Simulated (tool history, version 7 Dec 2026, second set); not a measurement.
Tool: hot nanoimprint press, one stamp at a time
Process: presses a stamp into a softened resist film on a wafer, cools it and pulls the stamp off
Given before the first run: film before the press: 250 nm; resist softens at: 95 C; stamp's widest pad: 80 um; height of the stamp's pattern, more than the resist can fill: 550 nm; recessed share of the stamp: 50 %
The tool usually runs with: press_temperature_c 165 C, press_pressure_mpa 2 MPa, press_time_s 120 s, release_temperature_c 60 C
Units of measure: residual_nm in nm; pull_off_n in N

run	hour	press_temperature_c	press_pressure_mpa	press_time_s	release_temperature_c	residual_nm	pull_off_n
1	0	165	2	120	60	94	183
2	17.8	165	2	73	60	114.1	177
3	30.2	165	2	73	60	114.1	175
4	39.1	165	2	73	58	114.7	186
5	59.7	165	2	152	60	85.2	184
6	77.4	165	2	120	60	94.1	184
# hour 90.8: stamp cleaned and given a new release coat
7	94	165	2	120	60	94.1	179
8	113.2	165	2	120	60	94.9	180
9	134.3	165	2	159	60	84.2	185
10	147	165	2	159	60	84.4	179
11	160.8	165	2	159	60	84.9	179
12	169.9	165	2	159	60	83.7	176
13	190.4	165	2	120	54	94.9	213
14	210.7	165	2	120	54	94.7	210
15	230.6	165	2	120	61	95.6	173
16	243.4	165	2	120	61	95.7	175
17	265.1	171	2	93	67	82.4	149
18	279	165	2	85	46	109.7	247
19	290.6	175	2	120	60	63.8	182
20	300.8	175	2.1	183	60	51.4	181
# hour 322.4: plate thermocouple calibrated
21	324.2	176	2.16	104	60	63	174

Forecast run 22:
22	345.5	165	2	118	60	?	?

residual_nm: 96.6 nm
pull_off_n: 173 N
With the hidden condition absent and the run-to-run variation left alone, this run would have shown residual_nm 94.8 nm, pull_off_n 172 N.
